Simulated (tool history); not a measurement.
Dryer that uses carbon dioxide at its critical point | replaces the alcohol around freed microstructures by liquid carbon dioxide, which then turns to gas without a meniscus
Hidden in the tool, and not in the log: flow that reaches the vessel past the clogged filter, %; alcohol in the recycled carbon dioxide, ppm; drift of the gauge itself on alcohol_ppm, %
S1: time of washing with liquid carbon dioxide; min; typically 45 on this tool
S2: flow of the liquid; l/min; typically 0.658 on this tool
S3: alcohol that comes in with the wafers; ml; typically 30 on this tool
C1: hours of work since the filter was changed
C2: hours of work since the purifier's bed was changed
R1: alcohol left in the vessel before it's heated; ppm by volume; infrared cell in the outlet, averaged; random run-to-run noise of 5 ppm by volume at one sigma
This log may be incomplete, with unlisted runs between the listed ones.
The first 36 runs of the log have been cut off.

{"run": 37, "day": 11.471, "S1": 71, "S2": 0.658, "S3": 80, "C1": 95, "C2": 470, "R1": 90}
{"run": 38, "day": 11.721, "S1": 58, "S2": 0.658, "S3": 42, "C1": 100, "C2": 475, "R1": 93}
{"run": 39, "day": 11.938, "S1": 58, "S2": 0.658, "S3": 32, "C1": 104, "C2": 479, "R1": 95}
{"run": 40, "day": 12.35, "S1": 45, "S2": 0.658, "S3": 25, "C1": 112, "C2": 486, "R1": 110}
{"run": 41, "day": 12.675, "S1": 45, "S2": 0.517, "S3": 117, "C1": 118, "C2": 493, "R1": 468}
{"run": 42, "day": 13.133, "S1": 52, "S2": 1.058, "S3": 76, "C1": 126, "C2": 501, "R1": 98}
{"run": 43, "day": 13.388, "S1": 44, "S2": 0.615, "S3": 76, "C1": 131, "C2": 506, "R1": 226}
{"run": 44, "day": 13.608, "S1": 44, "S2": 0.615, "S3": 76, "C1": 135, "C2": 510, "R1": 221}
{"run": 45, "day": 13.854, "S1": 44, "S2": 0.656, "S3": 50, "C1": 140, "C2": 515, "R1": 158}
{"run": 46, "day": 14.288, "S1": 44, "S2": 0.656, "S3": 50, "C1": 148, "C2": 523, "R1": 158}
{"run": 47, "day": 14.588, "S1": 44, "S2": 0.656, "S3": 50, "C1": 154, "C2": 528, "R1": 154}

Forecast each of these 3 alternatives for the next run:
{"run": "A", "day": 14.996, "S1": 44, "S2": 1.054, "S3": 108, "C1": 161, "C2": 536, "R1": "?"}
{"run": "B", "day": 14.996, "S1": 44, "S2": 0.656, "S3": 41, "C1": 161, "C2": 536, "R1": "?"}
{"run": "C", "day": 14.996, "S1": 29, "S2": 0.658, "S3": 30, "C1": 161, "C2": 536, "R1": "?"}

run=A R1=109
run=B R1=151
run=C R1=322
With the hidden condition removed and each run's random variation left untouched, the same runs would have given:
run=A R1=12
run=B R1=44
run=C R1=183

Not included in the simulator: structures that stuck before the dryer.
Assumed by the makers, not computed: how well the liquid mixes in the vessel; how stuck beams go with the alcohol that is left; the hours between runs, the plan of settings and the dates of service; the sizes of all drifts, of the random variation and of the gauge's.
